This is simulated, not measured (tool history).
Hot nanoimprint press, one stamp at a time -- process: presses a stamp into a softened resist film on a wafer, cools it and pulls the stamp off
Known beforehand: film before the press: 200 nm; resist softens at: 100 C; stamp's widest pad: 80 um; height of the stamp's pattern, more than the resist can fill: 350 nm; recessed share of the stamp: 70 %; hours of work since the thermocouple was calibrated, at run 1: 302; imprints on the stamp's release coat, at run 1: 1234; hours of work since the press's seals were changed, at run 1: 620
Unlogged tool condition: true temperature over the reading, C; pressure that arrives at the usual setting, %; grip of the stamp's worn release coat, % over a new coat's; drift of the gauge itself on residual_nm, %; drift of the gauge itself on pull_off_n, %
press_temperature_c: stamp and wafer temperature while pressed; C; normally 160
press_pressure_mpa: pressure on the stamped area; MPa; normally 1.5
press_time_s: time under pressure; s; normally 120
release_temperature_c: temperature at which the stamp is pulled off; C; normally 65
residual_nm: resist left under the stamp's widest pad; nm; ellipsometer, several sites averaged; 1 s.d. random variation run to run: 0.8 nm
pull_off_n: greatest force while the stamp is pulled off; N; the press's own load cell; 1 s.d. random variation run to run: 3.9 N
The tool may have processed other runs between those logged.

run	day	press_temperature_c	press_pressure_mpa	press_time_s	release_temperature_c	hours of work since the thermocouple was calibrated	imprints on the stamp's release coat	hours of work since the press's seals were changed	residual_nm	pull_off_n
1	0	160	1.5	120	65	302	1234	620	108.5	247
2	1.354	160	1.5	120	65	327	1373	645	110.4	246
# day 1.871: stamp cleaned and given a new release coat
3	3.125	160	1.5	120	56	355	129	673	110.2	211
# day 3.362: plate thermocouple calibrated
4	4.167	160	1.5	120	56	15	223	690	114.3	216
5	5.262	160	1.5	95	56	35	335	710	122.9	227
6	6.733	160	1.5	120	65	62	486	737	115.3	207
7	8.379	160	1.5	120	65	93	655	767	116.4	217
8	9.471	160	1.5	120	65	113	766	788	117	221
# day 10.633: plate thermocouple calibrated, once more
9	10.742	160	1.5	120	65	2	883	809	105.6	217
10	11.654	160	1.5	120	61	19	977	825	107.9	241
11	12.733	160	1.5	120	61	39	1088	845	106.1	244
12	13.454	160	1.5	120	61	52	1162	859	107.2	240
13	14.417	165	1.5	120	61	70	1260	876	87.5	251
# day 16.054: stamp cleaned and given a new release coat
14	16.175	165	1.5	120	61	97	12	904	88.3	196
15	17.754	165	1.5	120	61	127	174	933	88.2	200
16	19.354	165	1.5	120	61	156	338	963	88.8	208
17	20.204	160	1.14	120	65	172	425	979	124	207
18	21.042	160	1.14	120	65	187	511	994	124.4	209
19	22.671	171	1.14	166	65	217	678	1024	74.7	212
20	23.408	171	1.14	166	65	231	753	1038	74.6	215
21	24.496	152	2.39	120	63	251	865	1058	121.4	232
22	25.517	152	1.42	120	63	270	970	1076	152.2	231
23	26.812	152	1.42	120	63	294	1102	1100	149.8	235
24	27.538	152	1.42	120	63	307	1177	1114	151.6	230
25	29.017	172	1.42	120	68	334	1328	1141	71.9	235
# day 29.95: stamp cleaned and given a new release coat
# day 30.683: plate thermocouple calibrated
26	30.683	172	1.42	120	69	0	62	1165	69	188
# day 31.154: press's hydraulic seals changed and the load cell set to zero
27	32.15	172	1.42	120	69	21	179	18	66.6	188
28	33.642	160	1.5	201	56	48	331	46	89	220
29	35.325	160	1.83	161	65	79	504	77	85.3	211
30	36.708	160	1.5	120	56	105	645	102	106	230
31	37.708	164	1.44	182	65	123	748	121	81.3	217

Below are 3 alternative next runs, each starting from the tool's condition after run 31. Predict each:
A	39.304	164	1.44	66	65	153	911	150	?	?
B	39.304	170	1.44	182	65	153	911	150	?	?
C	39.304	171	2.17	120	65	153	911	150	?	?

run	residual_nm	pull_off_n
A	111.9	225
B	64	228
C	55.2	219
With the hidden condition removed and each run's random variation left untouched, the same runs would have given:
run	residual_nm	pull_off_n
A	109.4	189
B	62.4	192
C	53.7	184
